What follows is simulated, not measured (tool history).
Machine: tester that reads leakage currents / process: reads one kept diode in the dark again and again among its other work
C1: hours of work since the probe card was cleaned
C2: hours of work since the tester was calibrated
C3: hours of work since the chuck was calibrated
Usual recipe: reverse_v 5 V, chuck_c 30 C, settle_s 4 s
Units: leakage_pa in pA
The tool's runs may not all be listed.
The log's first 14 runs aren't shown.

Run 15, day 105.379: usual settings but chuck_c 35 C; C1 371; C2 1032; C3 795. Result: leakage_pa 267.07 pA.
Run 16, day 113.304: usual settings but chuck_c 35 C; C1 508; C2 1169; C3 932. Result: leakage_pa 260.22 pA.
At day 119.408: chuck's temperature calibrated.
Run 17, day 124.746: usual settings but chuck_c 35 C; C1 704; C2 1365; C3 92. Result: leakage_pa 301.15 pA.
Run 18, day 129.75: usual settings but chuck_c 35 C; C1 791; C2 1452; C3 179. Result: leakage_pa 295.49 pA.
Run 19, day 139.183: usual settings but reverse_v 19.53 V, chuck_c 35 C, settle_s 1.97 s; C1 954; C2 1615; C3 342. Result: leakage_pa 573.69 pA.
Run 20, day 145.058: usual settings but reverse_v 19.57 V, chuck_c 52 C, settle_s 1.09 s; C1 1056; C2 1717; C3 444. Result: leakage_pa 2432.55 pA.
Run 21, day 154.212: usual settings but settle_s 5.61 s; C1 1214; C2 1875; C3 602. Result: leakage_pa 174.54 pA.
Run 22, day 162.167: usual settings but settle_s 5.61 s; C1 1352; C2 2013; C3 740. Result: leakage_pa 170.23 pA.
Run 23, day 169.108: usual settings but reverse_v 16.96 V; C1 1472; C2 2133; C3 860. Result: leakage_pa 315.27 pA.
Run 24, day 178.617: usual settings but reverse_v 16.96 V; C1 1636; C2 2298; C3 1025. Result: leakage_pa 308.16 pA.
At day 179.642: chuck's temperature calibrated.
Run 25, day 187.329: usual settings but reverse_v 2.27 V; C1 1786; C2 2447; C3 133. Result: leakage_pa 133.4 pA.
Run 26, day 196.104: usual settings but reverse_v 1.09 V, settle_s 3.25 s; C1 1938; C2 2599; C3 285. Result: leakage_pa 89.21 pA.
Run 27, day 207.571: usual settings but reverse_v 1.07 V, chuck_c 37 C; C1 2136; C2 2797; C3 483. Result: leakage_pa 162.19 pA.
Run 28, day 218.179: usual settings but reverse_v 1.07 V, chuck_c 37 C; C1 2320; C2 2981; C3 667. Result: leakage_pa 157.27 pA.
Run 29, day 224.904: usual settings but reverse_v 1.07 V, chuck_c 38 C, settle_s 0.88 s; C1 2436; C2 3097; C3 783. Result: leakage_pa 168.45 pA.
At day 231.058: probe card cleaned and baked.
Run 30, day 235.458: usual settings but reverse_v 10.39 V, chuck_c 26 C; C1 76; C2 3278; C3 964. Result: leakage_pa 160.19 pA.
At day 239.508: chuck's temperature calibrated.
Run 31, day 246.871: usual settings but reverse_v 14.11 V, chuck_c 53 C; C1 272; C2 3474; C3 127. Result: leakage_pa 2375.74 pA.
Run 32, day 256.983: usual settings but reverse_v 4.18 V, chuck_c 22 C, settle_s 1.58 s; C1 447; C2 3649; C3 302. Result: leakage_pa 78.61 pA.
Run 33, day 267.262: usual settings but reverse_v 4.18 V, chuck_c 24 C, settle_s 0.98 s; C1 625; C2 3826; C3 480. Result: leakage_pa 92.35 pA.
Run 34, day 273.283: usual settings but reverse_v 1.31 V, chuck_c 28 C, settle_s 0.49 s; C1 729; C2 3931; C3 584. Result: leakage_pa 74.35 pA.
Run 35, day 281.771: usual settings but reverse_v 1.31 V, chuck_c 20 C, settle_s 9.12 s; C1 876; C2 4078; C3 731. Result: leakage_pa 33.23 pA.

Alternative continuations, all from the tool just after run 35; predict every row:
Run A, day 287.433: usual settings but reverse_v 10.43 V, chuck_c 57 C, settle_s 2.4 s; C1 974; C2 4176; C3 829. Result: leakage_pa ?.
Run B, day 287.433: usual settings but reverse_v 3.37 V, chuck_c 48 C, settle_s 9.12 s; C1 974; C2 4176; C3 829. Result: leakage_pa ?.
Run C, day 287.433: usual settings but reverse_v 1.45 V, chuck_c 28 C, settle_s 7.44 s; C1 974; C2 4176; C3 829. Result: leakage_pa ?.
Run D, day 287.433: usual settings but reverse_v 13.2 V, chuck_c 28 C, settle_s 0.8 s; C1 974; C2 4176; C3 829. Result: leakage_pa ?.
Run E, day 287.433: usual settings but reverse_v 17.26 V, chuck_c 41 C, settle_s 3.41 s; C1 974; C2 4176; C3 829. Result: leakage_pa ?.

run  leakage_pa
  A     2548.29
  B      688.05
  C       74.61
  D      232.24
  E      852.61
Take away the tool's hidden state, keep each run's random variation, and the runs would have read:
run  leakage_pa
  A      2886.7
  B      785.42
  C       85.93
  D      258.57
  E      967.26
